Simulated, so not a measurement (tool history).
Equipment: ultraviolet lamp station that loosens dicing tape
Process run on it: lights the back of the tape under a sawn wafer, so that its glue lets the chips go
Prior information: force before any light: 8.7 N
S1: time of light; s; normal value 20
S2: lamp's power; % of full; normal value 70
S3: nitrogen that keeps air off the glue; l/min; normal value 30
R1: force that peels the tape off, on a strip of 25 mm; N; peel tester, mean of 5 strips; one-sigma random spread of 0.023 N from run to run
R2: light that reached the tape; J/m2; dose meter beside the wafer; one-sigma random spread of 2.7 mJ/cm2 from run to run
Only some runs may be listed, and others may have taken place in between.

| run | day | S1 | S2 | S3 | R1 | R2 |
|---|---|---|---|---|---|---|
| 1 | 0 | 20 | 70 | 30 | 1.612 | 2870 |
| 2 | 1.362 | 20 | 70 | 29 | 1.712 | 2880 |
| 3 | 2.317 | 28 | 70 | 30 | 0.969 | 3980 |
| 4 | 3.317 | 10 | 70 | 30 | 3.859 | 1400 |
| 5 | 3.942 | 20 | 70 | 15 | 2.243 | 2780 |
| 6 | 5.088 | 20 | 70 | 15 | 2.209 | 2770 |
|  | 5.204 | window cleaned of glue's vapour |
| 7 | 6.075 | 20 | 70 | 28 | 1.574 | 3020 |
| 8 | 7.479 | 20 | 70 | 28 | 1.576 | 2950 |
| 9 | 8.529 | 20 | 70 | 28 | 1.606 | 2900 |
| 10 | 9.512 | 20 | 70 | 28 | 1.627 | 2900 |
| 11 | 10.117 | 20 | 70 | 44 | 1.455 | 2900 |
| 12 | 11.5 | 36 | 70 | 30 | 0.517 | 5120 |
| 13 | 12.825 | 36 | 70 | 30 | 0.522 | 5060 |
| 14 | 13.758 | 36 | 70 | 30 | 0.544 | 5070 |
| 15 | 14.771 | 25 | 85 | 13 | 1.284 | 4200 |
| 16 | 16.017 | 25 | 60 | 13 | 2.21 | 2960 |
| 17 | 16.8 | 25 | 60 | 13 | 2.333 | 2960 |
| 18 | 17.917 | 14 | 72 | 56 | 2.463 | 1980 |
| 19 | 18.654 | 12 | 65 | 13 | 4.239 | 1480 |
| 20 | 19.621 | 12 | 65 | 13 | 4.213 | 1480 |
| 21 | 20.967 | 11 | 96 | 26 | 2.916 | 1980 |
| 22 | 21.575 | 32 | 96 | 52 | 0.324 | 5710 |
| 23 | 22.388 | 11 | 70 | 22 | 4.137 | 1430 |

Below, some changes in R1 between adjacent runs. For each, the amount present without the hidden state too (settings, incoming material, random variation) and the amount remaining for the hidden state with gauge scatter not shared by both compared results:
Hidden state at play: lamp's light, % of a new lamp's; light that the window lets through, % of a clean one's; drift of the gauge itself on peel_n, %; drift of the gauge itself on dose_mj_cm2, %.
Run 3 -> 4: S1 28 -> 10. R1 +2.89 N: hidden state +0.407, all else +2.483.
Run 21 -> 22: S1 11 -> 32, S3 26 -> 52. R1 -2.592 N: hidden state -0.839, all else -1.753.
Run 22 -> 23: S1 32 -> 11, S2 96 -> 70, S3 52 -> 22. R1 +3.813 N: hidden state +0.94, all else +2.873.

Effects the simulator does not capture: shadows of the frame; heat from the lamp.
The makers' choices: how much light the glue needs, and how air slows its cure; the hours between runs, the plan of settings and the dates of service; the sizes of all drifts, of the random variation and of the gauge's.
